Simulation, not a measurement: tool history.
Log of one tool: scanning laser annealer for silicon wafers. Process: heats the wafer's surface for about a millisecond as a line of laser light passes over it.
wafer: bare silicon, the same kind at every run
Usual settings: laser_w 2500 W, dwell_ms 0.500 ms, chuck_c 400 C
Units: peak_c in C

{"run": 1, "hour": 0.0, "laser_w": 2500, "dwell_ms": 0.5, "chuck_c": 400, "peak_c": 1211}
{"run": 2, "hour": 18.3, "laser_w": 2500, "dwell_ms": 0.5, "chuck_c": 400, "peak_c": 1209}
{"run": 3, "hour": 27.1, "laser_w": 2500, "dwell_ms": 0.404, "chuck_c": 400, "peak_c": 1123}
{"run": 4, "hour": 39.9, "laser_w": 2500, "dwell_ms": 0.404, "chuck_c": 400, "peak_c": 1124}
{"run": 5, "hour": 49.0, "laser_w": 2500, "dwell_ms": 0.404, "chuck_c": 400, "peak_c": 1121}
{"run": 6, "hour": 69.0, "laser_w": 2500, "dwell_ms": 0.404, "chuck_c": 388, "peak_c": 1112}
{"run": 7, "hour": 88.4, "laser_w": 2500, "dwell_ms": 0.5, "chuck_c": 400, "peak_c": 1210}
{"run": 8, "hour": 109.1, "laser_w": 2500, "dwell_ms": 0.5, "chuck_c": 400, "peak_c": 1212}
{"run": 9, "hour": 120.6, "laser_w": 2500, "dwell_ms": 0.5, "chuck_c": 367, "peak_c": 1180}
{"run": 10, "hour": 131.8, "laser_w": 2500, "dwell_ms": 0.5, "chuck_c": 367, "peak_c": 1178}
{"run": 11, "hour": 147.0, "laser_w": 2500, "dwell_ms": 0.398, "chuck_c": 400, "peak_c": 1115}
{"run": 12, "hour": 159.5, "laser_w": 2500, "dwell_ms": 0.398, "chuck_c": 400, "peak_c": 1117}
{"run": 13, "hour": 174.8, "laser_w": 2500, "dwell_ms": 0.5, "chuck_c": 400, "peak_c": 1210}
{"run": 14, "hour": 191.8, "laser_w": 2500, "dwell_ms": 0.5, "chuck_c": 427, "peak_c": 1237}
{"run": 15, "hour": 211.3, "laser_w": 2500, "dwell_ms": 0.5, "chuck_c": 427, "peak_c": 1237}
{"run": 16, "hour": 225.5, "laser_w": 2500, "dwell_ms": 0.5, "chuck_c": 427, "peak_c": 1237}
{"run": 17, "hour": 240.1, "laser_w": 2500, "dwell_ms": 0.5, "chuck_c": 427, "peak_c": 1237}
{"run": 18, "hour": 260.9, "laser_w": 2500, "dwell_ms": 0.49, "chuck_c": 397, "peak_c": 1204}
{"run": 19, "hour": 279.7, "laser_w": 2500, "dwell_ms": 0.5, "chuck_c": 433, "peak_c": 1246}
{"run": 20, "hour": 290.7, "laser_w": 2416, "dwell_ms": 0.619, "chuck_c": 400, "peak_c": 1277}
{"run": 21, "hour": 308.5, "laser_w": 2580, "dwell_ms": 0.442, "chuck_c": 414, "peak_c": 1204}
{"run": 22, "hour": 327.8, "laser_w": 2500, "dwell_ms": 0.392, "chuck_c": 400, "peak_c": 1112}
{"run": 23, "hour": 342.4, "laser_w": 2500, "dwell_ms": 0.485, "chuck_c": 404, "peak_c": 1204}
{"run": 24, "hour": 363.4, "laser_w": 2688, "dwell_ms": 0.405, "chuck_c": 431, "peak_c": 1222}
{"run": 25, "hour": 377.8, "laser_w": 2688, "dwell_ms": 0.405, "chuck_c": 431, "peak_c": 1217}
{"run": 26, "hour": 398.0, "laser_w": 2503, "dwell_ms": 0.405, "chuck_c": 366, "peak_c": 1093}
{"run": 27, "hour": 417.1, "laser_w": 2500, "dwell_ms": 0.403, "chuck_c": 421, "peak_c": 1144}
{"run": 28, "hour": 435.9, "laser_w": 2441, "dwell_ms": 0.403, "chuck_c": 400, "peak_c": 1100}
{"run": 29, "hour": 454.7, "laser_w": 2250, "dwell_ms": 0.433, "chuck_c": 407, "peak_c": 1069}
{"run": 30, "hour": 465.8, "laser_w": 2250, "dwell_ms": 0.421, "chuck_c": 398, "peak_c": 1052}

Not shown: 1 entry that the log had between the listed runs. Between which runs, and how does the tool's hidden state differ before and after?
Between runs 20 and 21: window over the wafer cleaned (hour 305.1)
  light that passes the window, % of a clean one's: 99.9 -> 100
